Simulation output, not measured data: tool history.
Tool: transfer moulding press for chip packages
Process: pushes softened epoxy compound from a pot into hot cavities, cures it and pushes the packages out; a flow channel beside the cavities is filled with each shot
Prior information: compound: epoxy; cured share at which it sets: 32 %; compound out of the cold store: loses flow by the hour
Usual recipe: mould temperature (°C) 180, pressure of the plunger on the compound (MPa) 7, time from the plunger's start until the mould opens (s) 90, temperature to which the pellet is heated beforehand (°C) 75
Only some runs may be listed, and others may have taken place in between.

run	hour	mould temperature (°C)	pressure of the plunger on the compound (MPa)	time from the plunger's start until the mould opens (s)	temperature to which the pellet is heated beforehand (°C)	incoming compound's hours out of the cold store	length that the compound runs in the flow channel (mm)	greatest force on the pins that push the packages out (N)
1	0	180	7	90	75	33.1	715	513
2	10.2	180	7	90	75	15	730	555
3	19.9	180	7	90	75	11.4	741	615
4	30.6	180	7	90	75	31.1	704	629
5	36	180	7	90	75	19	722	657
# hour 44.3: cavities cleaned with cleaning compound and waxed
6	46.4	180	7	90	82	39.1	689	398
7	57.8	180	7	90	82	19.3	721	473
8	63	180	7	90	82	40.5	682	538
9	74.5	180	7	90	82	30.9	698	610
10	81.9	180	7	90	71	19.5	718	641
11	90.5	180	7	90	71	14.1	735	660
12	95.6	180	7	90	71	12.8	730	673
# hour 101.3: cavities cleaned with cleaning compound and waxed
13	109	180	7	90	75	19.2	725	453
14	119.6	180	7	90	75	31.9	688	536
15	128	180	7	90	75	13.5	733	556
16	134.8	180	6.03	108	75	16.4	673	565
17	146	179	6.03	127	75	25.9	659	578
# hour 158.4: cavities cleaned with cleaning compound and waxed
18	159.3	180	5.91	85	75	32.7	625	405
19	167.9	184	7	114	75	42.4	662	425
20	178.8	184	7	114	71	13.4	707	489
21	185.3	180	7	107	74	25.8	696	532
22	196.5	183	7	90	75	45.5	660	577
23	202.3	183	7	90	75	45.4	649	577
24	210.7	182	7	90	75	19	702	650
# hour 215.5: cavities cleaned with cleaning compound and waxed
25	218.2	180	7	94	75	14.1	708	389
26	228.2	184	6.17	94	75	36.8	618	472
27	236.3	184	6.17	94	75	26.2	632	499
28	242.8	176	6.49	90	75	47.7	632	665
29	250.8	183	7.7	79	82	47.8	664	645
30	257.5	180	6.64	90	77	20.9	665	639

Per-run results on a tool with no hidden state, each run keeping its own random variation:
The tool's hidden condition here consists of: true mould temperature over the reading, C; pressure that reaches the compound, % of what is set; grip of the stained cavities, % over clean ones'; drift of the gauge itself on flow_mm, %; drift of the gauge itself on push_out_n, %.
run	length that the compound runs in the flow channel (mm)	greatest force on the pins that push the packages out (N)
1	731	380
2	748	365
3	761	378
4	724	366
5	744	374
6	710	371
7	745	354
8	706	375
9	724	382
10	746	385
11	764	377
12	760	377
13	757	371
14	721	376
15	769	357
16	707	347
17	694	336
18	660	383
19	700	338
20	750	337
21	739	343
22	702	345
23	691	334
24	749	365
25	756	355
26	661	358
27	678	343
28	679	419
29	715	393
30	717	374
